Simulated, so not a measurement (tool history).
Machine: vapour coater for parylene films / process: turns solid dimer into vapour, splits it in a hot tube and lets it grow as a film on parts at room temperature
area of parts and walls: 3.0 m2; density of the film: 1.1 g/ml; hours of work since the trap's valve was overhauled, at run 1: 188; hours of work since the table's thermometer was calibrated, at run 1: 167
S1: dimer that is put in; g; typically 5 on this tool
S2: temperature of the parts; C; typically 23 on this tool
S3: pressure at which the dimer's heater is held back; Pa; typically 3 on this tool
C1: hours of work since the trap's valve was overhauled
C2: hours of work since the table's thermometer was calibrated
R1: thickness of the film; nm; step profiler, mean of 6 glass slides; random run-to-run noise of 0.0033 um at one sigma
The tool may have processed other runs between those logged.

run     day  S1  S2     S3   C1   C2    R1
  1       0   5  23      3  188  167   808
  2   0.671   5  23      3  196  174   811
  3   1.175   5  23      3  201  180   811
  4   1.504   5  23      3  205  184   806
  5   2.175   5  23      3  212  191   802
  6   2.883   5  23      3  220  199   810
  7   3.558   5  23  11.39  228  206   734
  8   4.104   5  23  11.39  234  212   730
  9   4.667   5  23  11.39  240  219   732
 10   5.367   5  23      3  248  226   798
 11   5.842   5  23      3  253  232   803
 12   6.342   5  20      3  259  237   907
 13   6.825   2  20      3  264  243   368
 14   7.521   5  23      3  272  250   805
 15   8.242   5  23      3  280  258   801
 16   8.871   5  16      3  287  265  1083
 17   9.304   8  23      3  292  270  1268
 18   9.946   8  23   3.69  299  277  1260
 19  10.404   8  32   3.69  304  282   840
 20  10.742   8  32   3.69  308  286   841
     10.846  -- table's thermometer calibrated
 21  11.317   8  32   5.05  313    5   816
 22    11.7   8  32   5.05  318    9   821
 23  12.358   8  32   5.05  325   17   820
 24  12.783   8  32   5.05  330   22   824
 25  13.475   5  23   9.97  337   29   725
 26  13.808   5  23   9.97  341   33   722
     14.275  -- trap's valve overhauled
 27  14.517   5  17      3    3   39  1125
     14.908  -- table's thermometer calibrated, once more
 28  14.988   5  26   3.58    7    1   736
 29    15.7   7  23   3.08   15    9  1181
 30  16.158   8  18   5.13   20   14  1617
 31  16.517   5  17      3   24   18  1098
 32  17.046   6  17    4.3   30   24  1282
 33    17.5   3  29   6.14   35   29   373
 34  18.046   7  23   5.98   41   35  1118
 35  18.396   5  20    4.4   45   39   937
 36  19.029   3  21   2.61   52   46   558
 37   19.35   3  21   8.43   56   49   511
 38  19.846   2  21   6.98   61   55   342
 39  20.475   9  21   6.98   68   62  1547
 40  20.838   9  21   6.98   72   66  1550
 41  21.129   9  21   6.98   76   69  1552
 42  21.529   2  16   2.51   80   73   458
 43  21.929   3  23   6.09   85   78   477
 44  22.279   4  20   3.37   88   82   754
 45   22.95   8  21   5.34   96   89  1404
 46  23.579   2  21  11.85  103   96   331
 47  24.238   2  21  11.85  110  104   321

How the hidden state differs across the entries between the runs, from the last listed run before each to the first after it:
From run 20 to run 21: table's thermometer calibrated (day 10.846)
  vapour lost through the trap's worn valve, %: 8 -> 8.1; true temperature of the parts over the reading, C: -0.12 -> -0.16
  the result without the hidden state subtracted from the measured one, R1: -68 -> -67 nm
From run 26 to run 27: trap's valve overhauled (day 14.275)
  vapour lost through the trap's worn valve, %: 8.8 -> 0.8; true temperature of the parts over the reading, C: -0.2 -> -0.21
  the result without the hidden state subtracted from the measured one, R1: -63 -> +1 nm
From run 27 to run 28: table's thermometer calibrated, once more (day 14.908)
  vapour lost through the trap's worn valve, %: 0.8 -> 0.9; true temperature of the parts over the reading, C: -0.21 -> 0.08
  the result without the hidden state subtracted from the measured one, R1: +1 -> -9 nm
